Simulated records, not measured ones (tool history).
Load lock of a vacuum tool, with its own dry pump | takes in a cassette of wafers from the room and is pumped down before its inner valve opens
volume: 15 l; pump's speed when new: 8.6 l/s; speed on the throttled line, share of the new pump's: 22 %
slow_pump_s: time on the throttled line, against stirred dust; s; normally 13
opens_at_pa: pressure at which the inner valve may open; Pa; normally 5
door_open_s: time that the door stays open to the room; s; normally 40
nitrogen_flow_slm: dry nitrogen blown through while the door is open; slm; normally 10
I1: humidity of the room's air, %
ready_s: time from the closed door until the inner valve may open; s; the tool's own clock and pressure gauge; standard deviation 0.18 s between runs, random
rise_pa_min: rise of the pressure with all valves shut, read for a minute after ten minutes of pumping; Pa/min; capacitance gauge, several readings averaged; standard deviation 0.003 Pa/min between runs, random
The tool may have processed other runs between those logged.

run 1 hour=0.0 | slow_pump_s=13 opens_at_pa=5 door_open_s=40 nitrogen_flow_slm=10 | I1=46.9 | ready_s=28.3 rise_pa_min=0.114
run 2 hour=251.2 | slow_pump_s=13 opens_at_pa=6 door_open_s=40 nitrogen_flow_slm=10 | I1=45.6 | ready_s=27.6 rise_pa_min=0.119
run 3 hour=542.8 | slow_pump_s=13 opens_at_pa=5 door_open_s=64 nitrogen_flow_slm=10 | I1=44.1 | ready_s=28.2 rise_pa_min=0.153
run 4 hour=718.2 | slow_pump_s=13 opens_at_pa=5 door_open_s=64 nitrogen_flow_slm=4 | I1=49.6 | ready_s=27.9 rise_pa_min=0.186
run 5 hour=965.0 | slow_pump_s=23 opens_at_pa=5 door_open_s=40 nitrogen_flow_slm=10 | I1=43.7 | ready_s=35.9 rise_pa_min=0.149
run 6 hour=1139.3 | slow_pump_s=23 opens_at_pa=5 door_open_s=40 nitrogen_flow_slm=10 | I1=45.6 | ready_s=35.7 rise_pa_min=0.165
run 7 hour=1333.4 | slow_pump_s=23 opens_at_pa=5 door_open_s=40 nitrogen_flow_slm=10 | I1=44.2 | ready_s=35.6 rise_pa_min=0.170
run 8 hour=1538.9 | slow_pump_s=23 opens_at_pa=5 door_open_s=40 nitrogen_flow_slm=10 | I1=44.9 | ready_s=35.5 rise_pa_min=0.175
run 9 hour=1773.3 | slow_pump_s=13 opens_at_pa=5 door_open_s=40 nitrogen_flow_slm=10 | I1=43.0 | ready_s=28.5 rise_pa_min=0.190
run 10 hour=2094.4 | slow_pump_s=13 opens_at_pa=5 door_open_s=40 nitrogen_flow_slm=10 | I1=45.8 | ready_s=28.4 rise_pa_min=0.209
run 11 hour=2277.8 | slow_pump_s=13 opens_at_pa=5 door_open_s=40 nitrogen_flow_slm=10 | I1=43.4 | ready_s=28.8 rise_pa_min=0.212
run 12 hour=2589.0 | slow_pump_s=25 opens_at_pa=5 door_open_s=40 nitrogen_flow_slm=10 | I1=44.8 | ready_s=37.4 rise_pa_min=0.232
run 13 hour=2742.2 | slow_pump_s=25 opens_at_pa=5 door_open_s=40 nitrogen_flow_slm=10 | I1=45.1 | ready_s=37.5 rise_pa_min=0.235
run 14 hour=2995.2 | slow_pump_s=25 opens_at_pa=5 door_open_s=40 nitrogen_flow_slm=10 | I1=44.3 | ready_s=37.6 rise_pa_min=0.255
run 15 hour=3262.2 | slow_pump_s=25 opens_at_pa=5 door_open_s=40 nitrogen_flow_slm=10 | I1=44.1 | ready_s=37.8 rise_pa_min=0.262
run 16 hour=3419.2 | slow_pump_s=25 opens_at_pa=5 door_open_s=40 nitrogen_flow_slm=10 | I1=44.7 | ready_s=37.6 rise_pa_min=0.281
run 17 hour=3577.8 | slow_pump_s=13 opens_at_pa=5 door_open_s=62 nitrogen_flow_slm=10 | I1=46.2 | ready_s=28.4 rise_pa_min=0.301
run 18 hour=3919.9 | slow_pump_s=13 opens_at_pa=5 door_open_s=62 nitrogen_flow_slm=10 | I1=47.2 | ready_s=28.8 rise_pa_min=0.315
run 19 hour=4093.6 | slow_pump_s=13 opens_at_pa=5 door_open_s=62 nitrogen_flow_slm=6 | I1=43.0 | ready_s=29.0 rise_pa_min=0.340
run 20 hour=4434.4 | slow_pump_s=13 opens_at_pa=7 door_open_s=47 nitrogen_flow_slm=10 | I1=45.1 | ready_s=28.3 rise_pa_min=0.353
run 21 hour=4640.6 | slow_pump_s=8 opens_at_pa=8 door_open_s=89 nitrogen_flow_slm=9 | I1=46.0 | ready_s=23.8 rise_pa_min=0.384
run 22 hour=4928.8 | slow_pump_s=24 opens_at_pa=6 door_open_s=155 nitrogen_flow_slm=4 | I1=44.4 | ready_s=36.7 rise_pa_min=0.468
run 23 hour=5205.8 | slow_pump_s=24 opens_at_pa=6 door_open_s=155 nitrogen_flow_slm=4 | I1=45.3 | ready_s=36.9 rise_pa_min=0.481
run 24 hour=5381.6 | slow_pump_s=24 opens_at_pa=6 door_open_s=155 nitrogen_flow_slm=4 | I1=46.8 | ready_s=36.6 rise_pa_min=0.506
run 25 hour=5658.2 | slow_pump_s=13 opens_at_pa=6 door_open_s=166 nitrogen_flow_slm=18 | I1=47.9 | ready_s=28.9 rise_pa_min=0.457
run 26 hour=5965.0 | slow_pump_s=12 opens_at_pa=5 door_open_s=40 nitrogen_flow_slm=10 | I1=50.2 | ready_s=28.4 rise_pa_min=0.452
run 27 hour=6299.5 | slow_pump_s=12 opens_at_pa=5 door_open_s=40 nitrogen_flow_slm=10 | I1=43.6 | ready_s=28.4 rise_pa_min=0.490
run 28 hour=6536.5 | slow_pump_s=13 opens_at_pa=9 door_open_s=40 nitrogen_flow_slm=12 | I1=45.6 | ready_s=28.2 rise_pa_min=0.501
run 29 hour=6693.8 | slow_pump_s=13 opens_at_pa=9 door_open_s=40 nitrogen_flow_slm=12 | I1=44.7 | ready_s=28.2 rise_pa_min=0.529
run 30 hour=7024.6 | slow_pump_s=21 opens_at_pa=5 door_open_s=57 nitrogen_flow_slm=10 | I1=47.7 | ready_s=35.6 rise_pa_min=0.559
run 31 hour=7275.3 | slow_pump_s=21 opens_at_pa=5 door_open_s=65 nitrogen_flow_slm=10 | I1=44.0 | ready_s=35.1 rise_pa_min=0.588
run 32 hour=7462.2 | slow_pump_s=6 opens_at_pa=9 door_open_s=145 nitrogen_flow_slm=10 | I1=43.7 | ready_s=21.1 rise_pa_min=0.626
run 33 hour=7693.7 | slow_pump_s=25 opens_at_pa=5 door_open_s=91 nitrogen_flow_slm=10 | I1=48.7 | ready_s=37.1 rise_pa_min=0.625
run 34 hour=7841.4 | slow_pump_s=25 opens_at_pa=6 door_open_s=88 nitrogen_flow_slm=12 | I1=46.8 | ready_s=36.6 rise_pa_min=0.631
run 35 hour=7994.4 | slow_pump_s=8 opens_at_pa=4 door_open_s=40 nitrogen_flow_slm=10 | I1=44.4 | ready_s=24.3 rise_pa_min=0.631
run 36 hour=8305.5 | slow_pump_s=12 opens_at_pa=4 door_open_s=40 nitrogen_flow_slm=26 | I1=42.6 | ready_s=27.7 rise_pa_min=0.631
run 37 hour=8574.1 | slow_pump_s=12 opens_at_pa=4 door_open_s=40 nitrogen_flow_slm=26 | I1=46.8 | ready_s=27.4 rise_pa_min=0.662

Between the runs listed above, the log contained 1 entry, not reproduced here. Where in the sequence does each belong, and how does what the log doesn't record of the tool's condition differ from the listed run before to the listed run after?
In the gap between runs 31 and 32: dry pump taken out, an overhauled one fitted (hour 7443.2)
  pump's speed, % of a new pump's: 88.9 -> 98.5; leak at the door's seal, Pa l/s: 0.1337 -> 0.1378
  what was measured, less what the result would be without the hidden state, ready_s: +1.6 -> +0.3 s; rise_pa_min: +0.534 -> +0.548 Pa/min
